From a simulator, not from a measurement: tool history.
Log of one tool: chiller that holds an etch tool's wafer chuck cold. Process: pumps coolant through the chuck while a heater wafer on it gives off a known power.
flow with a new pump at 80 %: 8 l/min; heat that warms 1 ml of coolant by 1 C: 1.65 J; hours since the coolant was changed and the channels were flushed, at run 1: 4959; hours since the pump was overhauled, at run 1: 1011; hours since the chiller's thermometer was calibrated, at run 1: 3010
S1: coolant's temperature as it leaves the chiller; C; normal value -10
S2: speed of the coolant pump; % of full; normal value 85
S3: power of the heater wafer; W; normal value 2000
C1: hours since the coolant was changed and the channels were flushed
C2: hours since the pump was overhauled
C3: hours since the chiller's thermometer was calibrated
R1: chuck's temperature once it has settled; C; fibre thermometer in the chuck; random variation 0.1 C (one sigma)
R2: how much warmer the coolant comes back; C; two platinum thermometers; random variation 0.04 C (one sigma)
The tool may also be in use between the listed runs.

run   hour   S1  S2    S3    C1    C2    C3    R1     R2
  1    0.0  -10  85  2000  4959  1011  3010   9.9   8.62
  2   34.5  -10  85  2000  4993  1045  3044  10.1   8.54
  3   61.2  -10  85  2000  5020  1072  3071  10.0   8.63
  4   78.2  -10  85  2000  5037  1089  3088  10.1   8.63
  5   97.0  -10  85  2000  5056  1108  3107  10.2   8.59
  6  130.8  -10  85  2000  5090  1142  3141  10.0   8.61
  7  167.7  -10  85  2000  5126  1179  3177  10.1   8.57
  8  201.3  -10  85  2000  5160  1212  3211  10.0   8.61
  9  238.6  -10  85  2000  5197  1249  3248  10.0   8.65
 10  272.0  -10  72  2000  5231  1283  3282  12.3  10.06
 11  287.5  -10  72  2000  5246  1298  3297  12.5  10.14
 12  303.7  -10  72  2000  5262  1315  3313  12.5  10.17
 13  323.8    0  63  2361  5283  1335  3334  29.4  13.67
 14  348.4  -10  65  2000  5307  1359  3358  14.4  11.23
 15  371.0  -10  66  2180  5330  1382  3381  16.1  11.98
 16  386.8   -1  66  2180  5345  1398  3397  25.1  12.08
 17  420.2   -1  66  2180  5379  1431  3430  25.2  12.02
     427.1  -- chiller's thermometer calibrated
 18  449.7  -11  85  2000  5407  1460    23   9.0   8.51
 19  470.5  -11  64  1327  5428  1480    43   5.4   7.57
 20  498.9  -13  92  1226  5457  1509    72  -1.5   4.88
 21  531.4  -13  92  1226  5489  1541   104  -1.3   4.85
 22  556.1  -13  92  1226  5514  1566   129  -1.3   4.84
 23  572.1  -19  74  2000  5530  1582   145   3.1   9.86

3 options for the next run, each taken on its own from the tool as it stands now. Forecast them:
  A  607.1   -8  74  2000  5565  1617  180   ?   ?
  B  607.1  -10  70  2000  5565  1617  180   ?   ?
  C  607.1   -8  64  2000  5565  1617  180   ?   ?

run    R1     R2
  A  14.2   9.80
  B  13.0  10.41
  C  16.5  11.45
With no hidden state in the tool, these same runs would have given:
run    R1     R2
  A  14.1   9.80
  B  13.0  10.40
  C  16.5  11.45

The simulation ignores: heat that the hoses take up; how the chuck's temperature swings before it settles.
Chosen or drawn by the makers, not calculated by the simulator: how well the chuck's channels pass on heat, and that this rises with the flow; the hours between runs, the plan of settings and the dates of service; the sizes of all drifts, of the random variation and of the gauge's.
